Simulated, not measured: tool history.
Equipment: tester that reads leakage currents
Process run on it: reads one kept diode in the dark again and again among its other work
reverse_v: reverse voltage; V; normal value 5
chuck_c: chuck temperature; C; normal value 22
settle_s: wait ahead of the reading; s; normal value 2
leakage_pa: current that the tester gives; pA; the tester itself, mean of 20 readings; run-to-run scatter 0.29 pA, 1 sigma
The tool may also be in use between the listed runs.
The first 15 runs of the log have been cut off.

Run 16, hour 2584.3: usual settings but chuck_c 46 C. Result: leakage_pa 688.89 pA.
Run 17, hour 2731.1: usual settings. Result: leakage_pa 95.8 pA.
Run 18, hour 2913.8: usual settings. Result: leakage_pa 95.87 pA.
Run 19, hour 3126: usual settings. Result: leakage_pa 95.7 pA.
At hour 3236: probe card cleaned and baked.
Run 20, hour 3274.9: usual settings. Result: leakage_pa 95.9 pA.
Run 21, hour 3452.9: usual settings but reverse_v 6.41 V. Result: leakage_pa 108.53 pA.
Run 22, hour 3682.3: usual settings but chuck_c 24 C, settle_s 1.46 s. Result: leakage_pa 113.99 pA.
Run 23, hour 3907.6: usual settings but reverse_v 2.15 V, settle_s 3.27 s. Result: leakage_pa 62.36 pA.
Run 24, hour 4035.2: usual settings but reverse_v 15.77 V, chuck_c 42 C, settle_s 3.27 s. Result: leakage_pa 899.2 pA.
At hour 4058.5: chuck's temperature calibrated.
Run 25, hour 4253.7: usual settings but reverse_v 2.48 V, chuck_c 47 C, settle_s 0.47 s. Result: leakage_pa 522.15 pA.
Run 26, hour 4441.4: usual settings but reverse_v 2.48 V, chuck_c 24 C, settle_s 0.47 s. Result: leakage_pa 81.13 pA.
Run 27, hour 4633.4: usual settings but reverse_v 2.48 V, chuck_c 24 C, settle_s 9.76 s. Result: leakage_pa 79.77 pA.
Run 28, hour 4776.5: usual settings but chuck_c 30 C, settle_s 6.56 s. Result: leakage_pa 190.8 pA.
Run 29, hour 4919.7: usual settings but chuck_c 39 C. Result: leakage_pa 399.47 pA.
Run 30, hour 5126.2: usual settings but reverse_v 12.93 V, chuck_c 48 C, settle_s 0.62 s. Result: leakage_pa 1292.04 pA.
Run 31, hour 5321.3: usual settings but reverse_v 12.93 V, chuck_c 48 C, settle_s 0.62 s. Result: leakage_pa 1293.5 pA.
At hour 5445.5: probe card cleaned and baked.
Run 32, hour 5445.5: usual settings but reverse_v 1.45 V, settle_s 9.56 s. Result: leakage_pa 51.92 pA.
Run 33, hour 5559.8: usual settings but chuck_c 24 C. Result: leakage_pa 114.38 pA.
Run 34, hour 5672.8: usual settings but reverse_v 19.77 V, settle_s 5.78 s. Result: leakage_pa 190.25 pA.
Run 35, hour 5898.9: usual settings but reverse_v 19.77 V, settle_s 5.78 s. Result: leakage_pa 190.64 pA.
At hour 6027.3: chuck's temperature calibrated.
Run 36, hour 6070.8: usual settings but reverse_v 19.77 V, settle_s 4.35 s. Result: leakage_pa 190.74 pA.

What will run 37 give?
Run 37, hour 6180.4: usual settings but reverse_v 9.61 V, chuck_c 40 C, settle_s 0.67 s. Result: leakage_pa ?.

{"run 37": {"leakage_pa": 602.59}}
The same run, on a tool lacking any hidden state, would have yielded leakage_pa 602.68 pA.

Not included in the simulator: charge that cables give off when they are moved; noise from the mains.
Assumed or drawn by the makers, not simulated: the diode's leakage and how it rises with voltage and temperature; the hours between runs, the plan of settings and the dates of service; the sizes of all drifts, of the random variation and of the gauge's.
